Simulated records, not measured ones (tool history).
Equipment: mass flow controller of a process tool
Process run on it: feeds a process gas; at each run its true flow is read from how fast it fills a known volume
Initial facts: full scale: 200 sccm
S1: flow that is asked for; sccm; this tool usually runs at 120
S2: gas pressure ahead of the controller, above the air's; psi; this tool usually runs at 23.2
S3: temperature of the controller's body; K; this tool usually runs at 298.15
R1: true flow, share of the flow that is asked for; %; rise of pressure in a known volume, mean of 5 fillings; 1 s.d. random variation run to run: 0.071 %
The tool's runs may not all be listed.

run 1 hour=0.0 | S1=120 S2=23.2 S3=298.15 | R1=99.69
run 2 hour=59.8 | S1=120 S2=23.2 S3=298.15 | R1=99.76
run 3 hour=100.0 | S1=120 S2=40.3 S3=298.15 | R1=99.01
run 4 hour=168.9 | S1=120 S2=23.2 S3=298.15 | R1=99.73
run 5 hour=231.1 | S1=120 S2=23.2 S3=298.15 | R1=99.61
run 6 hour=284.8 | S1=120 S2=23.2 S3=298.15 | R1=99.65
run 7 hour=360.4 | S1=120 S2=23.2 S3=298.15 | R1=99.77
run 8 hour=426.6 | S1=120 S2=23.2 S3=298.15 | R1=99.74
run 9 hour=489.4 | S1=159 S2=35.8 S3=295.15 | R1=99.16
run 10 hour=540.0 | S1=159 S2=35.8 S3=295.15 | R1=99.20
run 11 hour=633.2 | S1=25 S2=25.2 S3=303.15 | R1=98.96
run 12 hour=711.6 | S1=27 S2=33.4 S3=298.15 | R1=98.24
run 13 hour=754.9 | S1=120 S2=40.2 S3=301.15 | R1=99.38
run 14 hour=816.2 | S1=120 S2=40.2 S3=301.15 | R1=99.26

Predict each of these 4 candidate next runs independently; none follows another, all start after run 14:
run A hour=857.4 | S1=86 S2=23.2 S3=297.15 | R1=?
run B hour=857.4 | S1=120 S2=23.2 S3=306.15 | R1=?
run C hour=857.4 | S1=50 S2=40.2 S3=305.15 | R1=?
run D hour=857.4 | S1=56 S2=37.1 S3=298.15 | R1=?

run=A R1=99.54
run=B R1=100.40
run=C R1=99.05
run=D R1=98.67
Stripped of hidden state, with their random variation kept, the same runs would have yielded:
run=A R1=99.82
run=B R1=100.59
run=C R1=99.54
run=D R1=99.10
